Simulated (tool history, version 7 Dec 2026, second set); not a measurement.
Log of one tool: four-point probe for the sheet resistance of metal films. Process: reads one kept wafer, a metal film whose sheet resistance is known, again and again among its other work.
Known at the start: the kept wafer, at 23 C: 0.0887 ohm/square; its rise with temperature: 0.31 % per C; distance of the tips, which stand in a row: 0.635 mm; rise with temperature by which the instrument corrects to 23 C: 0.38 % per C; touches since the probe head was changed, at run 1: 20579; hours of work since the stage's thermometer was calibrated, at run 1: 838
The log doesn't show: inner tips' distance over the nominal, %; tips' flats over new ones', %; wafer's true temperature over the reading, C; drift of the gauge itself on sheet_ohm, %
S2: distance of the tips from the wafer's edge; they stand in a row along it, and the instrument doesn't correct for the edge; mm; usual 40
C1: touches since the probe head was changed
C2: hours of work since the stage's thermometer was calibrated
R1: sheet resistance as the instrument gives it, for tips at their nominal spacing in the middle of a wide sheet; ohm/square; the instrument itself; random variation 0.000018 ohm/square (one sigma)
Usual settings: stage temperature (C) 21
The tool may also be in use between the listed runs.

{"run": 1, "hour": 0.0, "stage temperature (C)": 21, "S2": 40, "C1": 20579, "C2": 838, "R1": 0.088704}
{"run": 2, "hour": 31.2, "stage temperature (C)": 21, "S2": 40, "C1": 21716, "C2": 861, "R1": 0.088722}
{"run": 3, "hour": 61.4, "stage temperature (C)": 21, "S2": 40, "C1": 22819, "C2": 884, "R1": 0.088767}
{"run": 4, "hour": 117.6, "stage temperature (C)": 21, "S2": 40, "C1": 24869, "C2": 926, "R1": 0.088732}
{"run": 5, "hour": 144.4, "stage temperature (C)": 21, "S2": 40, "C1": 25846, "C2": 946, "R1": 0.088746}
{"run": 6, "hour": 202.3, "stage temperature (C)": 21, "S2": 40, "C1": 27957, "C2": 990, "R1": 0.088752}
{"run": 7, "hour": 245.8, "stage temperature (C)": 21, "S2": 40, "C1": 29543, "C2": 1022, "R1": 0.08877}
{"run": 8, "hour": 285.2, "stage temperature (C)": 21, "S2": 40, "C1": 30980, "C2": 1052, "R1": 0.088762}
{"run": 9, "hour": 314.7, "stage temperature (C)": 21, "S2": 40, "C1": 32056, "C2": 1074, "R1": 0.088758}
{"run": 10, "hour": 372.8, "stage temperature (C)": 24, "S2": 40, "C1": 34175, "C2": 1118, "R1": 0.088602}
{"run": 11, "hour": 406.4, "stage temperature (C)": 24, "S2": 6, "C1": 35398, "C2": 1143, "R1": 0.089086}
{"run": 12, "hour": 453.0, "stage temperature (C)": 24, "S2": 6, "C1": 37099, "C2": 1178, "R1": 0.089076}
{"run": 13, "hour": 509.4, "stage temperature (C)": 33, "S2": 40, "C1": 39156, "C2": 1220, "R1": 0.087996}
{"run": 14, "hour": 549.5, "stage temperature (C)": 18, "S2": 40, "C1": 40616, "C2": 1251, "R1": 0.088958}
{"run": 15, "hour": 603.2, "stage temperature (C)": 18, "S2": 40, "C1": 42576, "C2": 1291, "R1": 0.088981}
{"run": 16, "hour": 636.4, "stage temperature (C)": 18, "S2": 40, "C1": 43785, "C2": 1316, "R1": 0.089012}
{"run": 17, "hour": 660.9, "stage temperature (C)": 27, "S2": 11, "C1": 44679, "C2": 1334, "R1": 0.088564}
{"run": 18, "hour": 690.3, "stage temperature (C)": 25, "S2": 40, "C1": 45751, "C2": 1356, "R1": 0.088542}
{"hour": 699.7, "done": "stage's thermometer calibrated"}
{"run": 19, "hour": 728.5, "stage temperature (C)": 35, "S2": 40, "C1": 47126, "C2": 22, "R1": 0.088006}
{"run": 20, "hour": 766.9, "stage temperature (C)": 24, "S2": 20, "C1": 48528, "C2": 50, "R1": 0.08873}
{"run": 21, "hour": 823.9, "stage temperature (C)": 20, "S2": 4, "C1": 50605, "C2": 93, "R1": 0.090159}
{"run": 22, "hour": 860.6, "stage temperature (C)": 23, "S2": 43, "C1": 51945, "C2": 121, "R1": 0.088793}
{"run": 23, "hour": 906.2, "stage temperature (C)": 23, "S2": 43, "C1": 53608, "C2": 155, "R1": 0.088762}
{"run": 24, "hour": 933.5, "stage temperature (C)": 23, "S2": 43, "C1": 54603, "C2": 176, "R1": 0.088769}
{"run": 25, "hour": 962.5, "stage temperature (C)": 23, "S2": 43, "C1": 55661, "C2": 198, "R1": 0.088779}
{"run": 26, "hour": 999.3, "stage temperature (C)": 28, "S2": 12, "C1": 57000, "C2": 225, "R1": 0.0886}
{"run": 27, "hour": 1044.3, "stage temperature (C)": 21, "S2": 19, "C1": 58643, "C2": 259, "R1": 0.088986}
{"run": 28, "hour": 1076.8, "stage temperature (C)": 31, "S2": 31, "C1": 59826, "C2": 283, "R1": 0.088265}
{"run": 29, "hour": 1116.5, "stage temperature (C)": 21, "S2": 16, "C1": 61277, "C2": 313, "R1": 0.088987}
{"run": 30, "hour": 1144.7, "stage temperature (C)": 31, "S2": 24, "C1": 62303, "C2": 334, "R1": 0.088303}
{"run": 31, "hour": 1185.8, "stage temperature (C)": 31, "S2": 24, "C1": 63803, "C2": 365, "R1": 0.088297}

Hidden state at the last listed run before each entry between runs and at the first one after, where it differs:
Between runs 18 and 19: stage's thermometer calibrated (hour 699.7)
  inner tips' distance over the nominal, %: 0.054 -> 0.061; tips' flats over new ones', %: 24 -> 25; wafer's true temperature over the reading, C: -0.34 -> -0.05
  measured less the result without the state, R1: -0.000041 -> +0.000044 ohm/square

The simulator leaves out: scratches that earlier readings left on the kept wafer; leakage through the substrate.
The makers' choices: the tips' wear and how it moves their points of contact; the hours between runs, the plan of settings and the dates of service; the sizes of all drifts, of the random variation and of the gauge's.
